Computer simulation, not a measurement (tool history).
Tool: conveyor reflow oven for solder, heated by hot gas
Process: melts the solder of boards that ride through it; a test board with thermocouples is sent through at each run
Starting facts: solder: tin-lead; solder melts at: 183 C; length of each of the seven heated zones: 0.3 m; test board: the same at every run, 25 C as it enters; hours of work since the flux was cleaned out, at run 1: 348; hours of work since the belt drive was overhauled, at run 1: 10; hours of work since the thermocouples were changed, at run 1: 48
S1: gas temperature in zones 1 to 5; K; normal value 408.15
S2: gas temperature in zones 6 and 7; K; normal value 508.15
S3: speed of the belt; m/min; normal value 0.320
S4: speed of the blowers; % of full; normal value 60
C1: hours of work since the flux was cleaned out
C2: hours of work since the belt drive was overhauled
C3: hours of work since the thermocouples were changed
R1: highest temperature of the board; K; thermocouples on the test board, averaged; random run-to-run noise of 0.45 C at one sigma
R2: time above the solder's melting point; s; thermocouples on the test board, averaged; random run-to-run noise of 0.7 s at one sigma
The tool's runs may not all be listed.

run 1 day=0.000 | S1=408.15 S2=508.15 S3=0.320 S4=60 | C1=348 C2=10 C3=48 | R1=485.55 R2=75.7
run 2 day=0.454 | S1=408.15 S2=508.15 S3=0.320 S4=60 | C1=354 C2=16 C3=53 | R1=484.65 R2=73.8
run 3 day=0.696 | S1=408.15 S2=508.15 S3=0.320 S4=60 | C1=357 C2=19 C3=56 | R1=484.75 R2=73.1
run 4 day=0.896 | S1=408.15 S2=508.15 S3=0.320 S4=82 | C1=359 C2=21 C3=59 | R1=490.75 R2=82.7
run 5 day=1.238 | S1=408.15 S2=508.15 S3=0.320 S4=82 | C1=363 C2=25 C3=63 | R1=491.25 R2=83.3
run 6 day=1.712 | S1=408.15 S2=508.15 S3=0.320 S4=82 | C1=369 C2=31 C3=69 | R1=491.45 R2=84.2
run 7 day=2.071 | S1=408.15 S2=508.15 S3=0.320 S4=65 | C1=374 C2=36 C3=73 | R1=486.35 R2=76.7
run 8 day=2.408 | S1=408.15 S2=508.15 S3=0.320 S4=65 | C1=378 C2=40 C3=77 | R1=486.15 R2=76.2
run 9 day=2.692 | S1=408.15 S2=508.15 S3=0.320 S4=65 | C1=382 C2=43 C3=81 | R1=486.65 R2=76.6
run 10 day=2.883 | S1=401.15 S2=508.15 S3=0.320 S4=65 | C1=384 C2=46 C3=83 | R1=484.45 R2=71.0
run 11 day=3.196 | S1=401.15 S2=508.15 S3=0.320 S4=65 | C1=388 C2=50 C3=87 | R1=485.55 R2=72.0
run 12 day=3.408 | S1=408.15 S2=498.15 S3=0.320 S4=60 | C1=390 C2=52 C3=90 | R1=476.65 R2=61.1
run 13 day=3.625 | S1=408.15 S2=521.15 S3=0.320 S4=60 | C1=393 C2=55 C3=93 | R1=495.05 R2=85.9
run 14 day=3.958 | S1=408.15 S2=521.15 S3=0.320 S4=76 | C1=397 C2=59 C3=97 | R1=500.35 R2=91.2
run 15 day=4.162 | S1=408.15 S2=521.15 S3=0.320 S4=76 | C1=400 C2=62 C3=99 | R1=500.35 R2=92.5
run 16 day=4.375 | S1=408.15 S2=508.15 S3=0.284 S4=60 | C1=402 C2=64 C3=102 | R1=488.65 R2=90.2
run 17 day=4.817 | S1=408.15 S2=504.15 S3=0.329 S4=60 | C1=408 C2=70 C3=107 | R1=480.15 R2=64.3
run 18 day=5.262 | S1=421.15 S2=511.15 S3=0.320 S4=60 | C1=413 C2=75 C3=113 | R1=488.95 R2=86.5
run 19 day=5.475 | S1=421.15 S2=511.15 S3=0.320 S4=60 | C1=416 C2=78 C3=115 | R1=489.25 R2=88.1
run 20 day=5.704 | S1=396.15 S2=505.15 S3=0.320 S4=60 | C1=419 C2=81 C3=118 | R1=478.65 R2=59.1
run 21 day=6.129 | S1=420.15 S2=508.15 S3=0.271 S4=50 | C1=424 C2=86 C3=124 | R1=489.75 R2=101.8
run 22 day=6.533 | S1=420.15 S2=508.15 S3=0.271 S4=50 | C1=429 C2=91 C3=129 | R1=489.75 R2=103.6
run 23 day=6.992 | S1=413.15 S2=513.15 S3=0.277 S4=60 | C1=435 C2=97 C3=134 | R1=494.85 R2=101.5
-- day=7.283 flux residue cleaned out of gas plates and filters
run 24 day=7.608 | S1=405.15 S2=513.15 S3=0.277 S4=60 | C1=4 C2=102 C3=139 | R1=497.65 R2=103.6
run 25 day=8.033 | S1=404.15 S2=510.15 S3=0.283 S4=85 | C1=9 C2=107 C3=145 | R1=499.15 R2=105.5
run 26 day=8.417 | S1=404.15 S2=510.15 S3=0.283 S4=85 | C1=14 C2=112 C3=149 | R1=499.85 R2=105.7
run 27 day=8.733 | S1=404.15 S2=510.15 S3=0.283 S4=85 | C1=18 C2=116 C3=153 | R1=500.15 R2=105.3
run 28 day=9.196 | S1=404.15 S2=510.15 S3=0.283 S4=85 | C1=24 C2=121 C3=159 | R1=499.95 R2=104.7
run 29 day=9.542 | S1=408.15 S2=501.15 S3=0.320 S4=60 | C1=28 C2=126 C3=163 | R1=482.55 R2=71.9
run 30 day=10.000 | S1=408.15 S2=501.15 S3=0.320 S4=60 | C1=34 C2=131 C3=169 | R1=482.55 R2=74.0
run 31 day=10.454 | S1=399.15 S2=513.15 S3=0.332 S4=71 | C1=39 C2=137 C3=175 | R1=493.75 R2=79.0
run 32 day=10.733 | S1=408.15 S2=501.15 S3=0.320 S4=66 | C1=43 C2=141 C3=178 | R1=484.45 R2=76.6

Here are 3 independent what-if runs from the current tool condition. What would each one return?
run A day=11.200 | S1=414.15 S2=501.15 S3=0.318 S4=66 | C1=49 C2=146 C3=184 | R1=? R2=?
run B day=11.200 | S1=408.15 S2=510.15 S3=0.328 S4=75 | C1=49 C2=146 C3=184 | R1=? R2=?
run C day=11.200 | S1=417.15 S2=501.15 S3=0.276 S4=66 | C1=49 C2=146 C3=184 | R1=? R2=?

run=A R1=486.05 R2=81.0
run=B R1=494.25 R2=85.8
run=C R1=489.55 R2=102.7
Without the tool's unlogged condition, the same runs would have read:
run=A R1=486.95 R2=82.1
run=B R1=495.35 R2=86.7
run=C R1=490.45 R2=103.6
